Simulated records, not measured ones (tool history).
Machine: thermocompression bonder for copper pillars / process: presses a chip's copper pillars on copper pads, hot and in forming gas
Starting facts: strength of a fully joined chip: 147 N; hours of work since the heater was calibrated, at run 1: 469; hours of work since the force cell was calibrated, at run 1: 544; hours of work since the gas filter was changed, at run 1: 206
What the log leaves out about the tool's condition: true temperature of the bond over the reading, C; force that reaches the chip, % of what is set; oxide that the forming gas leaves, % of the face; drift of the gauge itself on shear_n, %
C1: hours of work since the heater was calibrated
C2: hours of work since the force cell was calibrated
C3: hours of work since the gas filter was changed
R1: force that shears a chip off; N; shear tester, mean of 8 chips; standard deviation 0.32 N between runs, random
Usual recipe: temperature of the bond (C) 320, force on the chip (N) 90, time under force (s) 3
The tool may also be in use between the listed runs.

{"run": 1, "day": 0.0, "temperature of the bond (C)": 320, "force on the chip (N)": 90, "time under force (s)": 3, "C1": 469, "C2": 544, "C3": 206, "R1": 105.7}
{"run": 2, "day": 1.188, "temperature of the bond (C)": 320, "force on the chip (N)": 90, "time under force (s)": 3, "C1": 489, "C2": 565, "C3": 226, "R1": 105.1}
{"day": 1.829, "done": "forming gas filter changed"}
{"run": 3, "day": 2.371, "temperature of the bond (C)": 320, "force on the chip (N)": 90, "time under force (s)": 3, "C1": 509, "C2": 584, "C3": 9, "R1": 111.8}
{"run": 4, "day": 3.138, "temperature of the bond (C)": 320, "force on the chip (N)": 90, "time under force (s)": 3, "C1": 521, "C2": 597, "C3": 22, "R1": 112.3}
{"run": 5, "day": 4.808, "temperature of the bond (C)": 320, "force on the chip (N)": 90, "time under force (s)": 3, "C1": 550, "C2": 625, "C3": 50, "R1": 111.2}
{"run": 6, "day": 6.125, "temperature of the bond (C)": 320, "force on the chip (N)": 90, "time under force (s)": 3, "C1": 572, "C2": 648, "C3": 73, "R1": 111}
{"run": 7, "day": 6.954, "temperature of the bond (C)": 320, "force on the chip (N)": 90, "time under force (s)": 3, "C1": 586, "C2": 662, "C3": 87, "R1": 110.8}
{"run": 8, "day": 7.988, "temperature of the bond (C)": 320, "force on the chip (N)": 90, "time under force (s)": 3, "C1": 603, "C2": 679, "C3": 104, "R1": 110.1}
{"run": 9, "day": 8.783, "temperature of the bond (C)": 320, "force on the chip (N)": 90, "time under force (s)": 3, "C1": 617, "C2": 692, "C3": 117, "R1": 109.5}
{"run": 10, "day": 9.767, "temperature of the bond (C)": 320, "force on the chip (N)": 90, "time under force (s)": 5, "C1": 633, "C2": 709, "C3": 134, "R1": 120}
{"run": 11, "day": 10.854, "temperature of the bond (C)": 320, "force on the chip (N)": 90, "time under force (s)": 3, "C1": 652, "C2": 727, "C3": 152, "R1": 109}
{"run": 12, "day": 12.138, "temperature of the bond (C)": 320, "force on the chip (N)": 90, "time under force (s)": 3, "C1": 673, "C2": 749, "C3": 174, "R1": 108.2}
{"run": 13, "day": 13.629, "temperature of the bond (C)": 331, "force on the chip (N)": 105, "time under force (s)": 6, "C1": 699, "C2": 774, "C3": 199, "R1": 129.7}
{"run": 14, "day": 14.6, "temperature of the bond (C)": 340, "force on the chip (N)": 90, "time under force (s)": 3, "C1": 715, "C2": 791, "C3": 216, "R1": 119.4}
{"run": 15, "day": 15.508, "temperature of the bond (C)": 297, "force on the chip (N)": 90, "time under force (s)": 4, "C1": 730, "C2": 806, "C3": 231, "R1": 97.3}
{"day": 15.896, "done": "forming gas filter changed"}
{"run": 16, "day": 16.6, "temperature of the bond (C)": 297, "force on the chip (N)": 90, "time under force (s)": 4, "C1": 749, "C2": 824, "C3": 12, "R1": 103.7}
{"run": 17, "day": 17.562, "temperature of the bond (C)": 320, "force on the chip (N)": 90, "time under force (s)": 2, "C1": 765, "C2": 840, "C3": 28, "R1": 103}
{"run": 18, "day": 18.725, "temperature of the bond (C)": 322, "force on the chip (N)": 96, "time under force (s)": 5, "C1": 784, "C2": 860, "C3": 48, "R1": 127.1}
{"run": 19, "day": 19.95, "temperature of the bond (C)": 306, "force on the chip (N)": 96, "time under force (s)": 7, "C1": 805, "C2": 881, "C3": 68, "R1": 123.8}
{"run": 20, "day": 21.104, "temperature of the bond (C)": 315, "force on the chip (N)": 105, "time under force (s)": 3, "C1": 825, "C2": 900, "C3": 88, "R1": 113.9}
{"run": 21, "day": 22.096, "temperature of the bond (C)": 320, "force on the chip (N)": 133, "time under force (s)": 6, "C1": 841, "C2": 917, "C3": 105, "R1": 134.4}
{"run": 22, "day": 23.242, "temperature of the bond (C)": 312, "force on the chip (N)": 126, "time under force (s)": 6, "C1": 861, "C2": 936, "C3": 124, "R1": 129.9}
{"day": 24.242, "done": "force cell calibrated"}
{"run": 23, "day": 24.558, "temperature of the bond (C)": 315, "force on the chip (N)": 90, "time under force (s)": 3, "C1": 882, "C2": 5, "C3": 145, "R1": 104.9}

Here are 4 independent what-if runs from the current tool condition. What would each one return?
{"run": "A", "day": 25.671, "temperature of the bond (C)": 342, "force on the chip (N)": 57, "time under force (s)": 3, "C1": 901, "C2": 24, "C3": 164, "R1": "?"}
{"run": "B", "day": 25.671, "temperature of the bond (C)": 315, "force on the chip (N)": 90, "time under force (s)": 2, "C1": 901, "C2": 24, "C3": 164, "R1": "?"}
{"run": "C", "day": 25.671, "temperature of the bond (C)": 315, "force on the chip (N)": 129, "time under force (s)": 7, "C1": 901, "C2": 24, "C3": 164, "R1": "?"}
{"run": "D", "day": 25.671, "temperature of the bond (C)": 315, "force on the chip (N)": 71, "time under force (s)": 7, "C1": 901, "C2": 24, "C3": 164, "R1": "?"}

run=A R1=107.3
run=B R1=95.6
run=C R1=130.6
run=D R1=116.3
Stripped of hidden state, with their random variation kept, the same runs would have yielded:
run=A R1=107.1
run=B R1=94
run=C R1=133.7
run=D R1=116.7
